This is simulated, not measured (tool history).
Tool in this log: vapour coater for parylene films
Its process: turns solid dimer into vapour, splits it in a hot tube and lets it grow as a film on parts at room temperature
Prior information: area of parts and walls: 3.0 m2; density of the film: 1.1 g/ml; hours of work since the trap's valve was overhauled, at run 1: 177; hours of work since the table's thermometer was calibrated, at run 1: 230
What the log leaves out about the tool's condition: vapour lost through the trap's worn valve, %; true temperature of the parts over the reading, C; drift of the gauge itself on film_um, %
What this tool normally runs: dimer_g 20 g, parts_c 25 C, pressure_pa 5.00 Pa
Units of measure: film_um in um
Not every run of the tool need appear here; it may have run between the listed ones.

| run | day | dimer_g | parts_c | pressure_pa | hours of work since the trap's valve was overhauled | hours of work since the table's thermometer was calibrated | film_um |
|---|---|---|---|---|---|---|---|
| 1 | 0.000 | 20 | 25 | 5.00 | 177 | 230 | 3.31 |
| 2 | 1.038 | 20 | 25 | 5.00 | 196 | 249 | 3.22 |
| 3 | 2.121 | 20 | 27 | 5.00 | 215 | 269 | 2.97 |
|  | 2.396 | trap's valve overhauled |
| 4 | 3.362 | 20 | 27 | 5.00 | 18 | 289 | 2.78 |
| 5 | 4.088 | 20 | 27 | 5.00 | 31 | 302 | 2.73 |
| 6 | 5.217 | 20 | 27 | 5.00 | 52 | 323 | 2.71 |
| 7 | 5.996 | 20 | 27 | 5.00 | 66 | 337 | 2.70 |
| 8 | 7.008 | 20 | 18 | 5.00 | 85 | 356 | 3.72 |
|  | 7.412 | trap's valve overhauled, once more |
| 9 | 8.342 | 20 | 18 | 5.00 | 17 | 378 | 4.77 |
| 10 | 9.746 | 20 | 25 | 5.00 | 43 | 403 | 3.60 |
| 11 | 10.925 | 20 | 25 | 5.00 | 65 | 425 | 3.54 |
| 12 | 12.488 | 20 | 25 | 5.00 | 93 | 454 | 3.47 |
| 13 | 13.558 | 8 | 25 | 2.19 | 113 | 473 | 1.59 |
| 14 | 15.138 | 9 | 33 | 7.45 | 142 | 502 | 1.05 |
| 15 | 15.908 | 9 | 33 | 7.45 | 156 | 516 | 1.04 |
| 16 | 17.158 | 13 | 20 | 7.26 | 179 | 539 | 2.43 |
| 17 | 18.358 | 20 | 35 | 5.00 | 201 | 562 | 2.26 |
|  | 19.471 | trap's valve overhauled |
| 18 | 20.088 | 12 | 21 | 4.27 | 11 | 590 | 2.63 |
| 19 | 21.196 | 12 | 21 | 4.27 | 32 | 611 | 2.59 |
| 20 | 22.000 | 12 | 21 | 4.27 | 46 | 625 | 2.56 |
| 21 | 22.854 | 34 | 21 | 4.27 | 62 | 641 | 7.17 |
| 22 | 24.088 | 34 | 21 | 4.99 | 85 | 664 | 6.94 |
| 23 | 25.571 | 10 | 25 | 5.37 | 112 | 691 | 1.69 |

Branching from run 23: 3 alternative next runs. What would each branch give?
| A | 26.258 | 18 | 19 | 5.00 | 125 | 704 | ? |
| B | 26.258 | 10 | 34 | 7.89 | 125 | 704 | ? |
| C | 26.258 | 18 | 25 | 5.37 | 125 | 704 | ? |

| run | film_um |
|---|---|
| A | 3.89 |
| B | 1.17 |
| C | 3.04 |
Stripped of hidden state, with their random variation kept, the same runs would have yielded:
| run | film_um |
|---|---|
| A | 4.16 |
| B | 1.25 |
| C | 3.25 |
